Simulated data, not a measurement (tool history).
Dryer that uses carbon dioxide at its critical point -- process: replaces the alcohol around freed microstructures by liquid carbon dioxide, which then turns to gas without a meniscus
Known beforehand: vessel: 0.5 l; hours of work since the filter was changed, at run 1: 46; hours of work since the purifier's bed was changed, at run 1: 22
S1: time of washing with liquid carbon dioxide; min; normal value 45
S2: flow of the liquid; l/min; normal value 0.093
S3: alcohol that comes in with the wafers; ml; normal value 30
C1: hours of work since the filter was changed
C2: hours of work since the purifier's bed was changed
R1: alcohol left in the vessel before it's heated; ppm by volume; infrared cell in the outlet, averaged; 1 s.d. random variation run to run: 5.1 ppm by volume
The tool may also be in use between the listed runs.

{"run": 1, "day": 0.0, "S1": 45, "S2": 0.093, "S3": 30, "C1": 46, "C2": 22, "R1": 88}
{"run": 2, "day": 0.304, "S1": 45, "S2": 0.093, "S3": 30, "C1": 52, "C2": 27, "R1": 93}
{"run": 3, "day": 0.658, "S1": 45, "S2": 0.093, "S3": 30, "C1": 58, "C2": 33, "R1": 86}
{"run": 4, "day": 1.254, "S1": 45, "S2": 0.093, "S3": 30, "C1": 68, "C2": 44, "R1": 95}
{"run": 5, "day": 1.525, "S1": 45, "S2": 0.093, "S3": 30, "C1": 73, "C2": 48, "R1": 101}
{"run": 6, "day": 1.962, "S1": 45, "S2": 0.093, "S3": 30, "C1": 80, "C2": 56, "R1": 109}
{"run": 7, "day": 2.596, "S1": 66, "S2": 0.093, "S3": 30, "C1": 91, "C2": 67, "R1": 14}
{"run": 8, "day": 3.033, "S1": 66, "S2": 0.093, "S3": 30, "C1": 98, "C2": 74, "R1": 18}
{"run": 9, "day": 3.417, "S1": 48, "S2": 0.093, "S3": 30, "C1": 105, "C2": 81, "R1": 76}
{"run": 10, "day": 3.738, "S1": 45, "S2": 0.093, "S3": 99, "C1": 110, "C2": 86, "R1": 323}
{"run": 11, "day": 4.083, "S1": 45, "S2": 0.093, "S3": 99, "C1": 116, "C2": 92, "R1": 325}
{"run": 12, "day": 4.367, "S1": 45, "S2": 0.093, "S3": 30, "C1": 121, "C2": 97, "R1": 116}
{"run": 13, "day": 4.95, "S1": 45, "S2": 0.093, "S3": 30, "C1": 131, "C2": 107, "R1": 114}
{"run": 14, "day": 5.483, "S1": 45, "S2": 0.093, "S3": 30, "C1": 140, "C2": 116, "R1": 122}
{"run": 15, "day": 5.875, "S1": 47, "S2": 0.0965, "S3": 100, "C1": 147, "C2": 123, "R1": 218}
{"run": 16, "day": 6.329, "S1": 49, "S2": 0.0847, "S3": 34, "C1": 155, "C2": 131, "R1": 136}
{"run": 17, "day": 6.788, "S1": 49, "S2": 0.0794, "S3": 20, "C1": 163, "C2": 138, "R1": 119}
{"run": 18, "day": 7.304, "S1": 49, "S2": 0.0639, "S3": 58, "C1": 172, "C2": 147, "R1": 927}
{"run": 19, "day": 7.604, "S1": 45, "S2": 0.093, "S3": 27, "C1": 177, "C2": 152, "R1": 113}
{"run": 20, "day": 7.871, "S1": 45, "S2": 0.093, "S3": 27, "C1": 181, "C2": 157, "R1": 124}
{"run": 21, "day": 8.258, "S1": 44, "S2": 0.0968, "S3": 30, "C1": 188, "C2": 164, "R1": 125}
{"day": 8.562, "done": "inlet filter changed"}
{"run": 22, "day": 8.888, "S1": 62, "S2": 0.1045, "S3": 30, "C1": 6, "C2": 174, "R1": 22}
{"run": 23, "day": 9.417, "S1": 45, "S2": 0.093, "S3": 46, "C1": 15, "C2": 183, "R1": 134}
{"run": 24, "day": 9.954, "S1": 45, "S2": 0.093, "S3": 46, "C1": 24, "C2": 192, "R1": 137}
{"run": 25, "day": 10.392, "S1": 52, "S2": 0.093, "S3": 30, "C1": 31, "C2": 200, "R1": 59}

Branching from run 25: 4 alternative next runs. What would each branch give?
{"run": "A", "day": 10.812, "S1": 52, "S2": 0.0909, "S3": 30, "C1": 39, "C2": 207, "R1": "?"}
{"run": "B", "day": 10.812, "S1": 45, "S2": 0.093, "S3": 45, "C1": 39, "C2": 207, "R1": "?"}
{"run": "C", "day": 10.812, "S1": 52, "S2": 0.0852, "S3": 103, "C1": 39, "C2": 207, "R1": "?"}
{"run": "D", "day": 10.812, "S1": 31, "S2": 0.093, "S3": 64, "C1": 39, "C2": 207, "R1": "?"}

run=A R1=62
run=B R1=134
run=C R1=193
run=D R1=1289
Without the tool's hidden state the same runs would have given:
run=A R1=34
run=B R1=101
run=C R1=151
run=D R1=1181
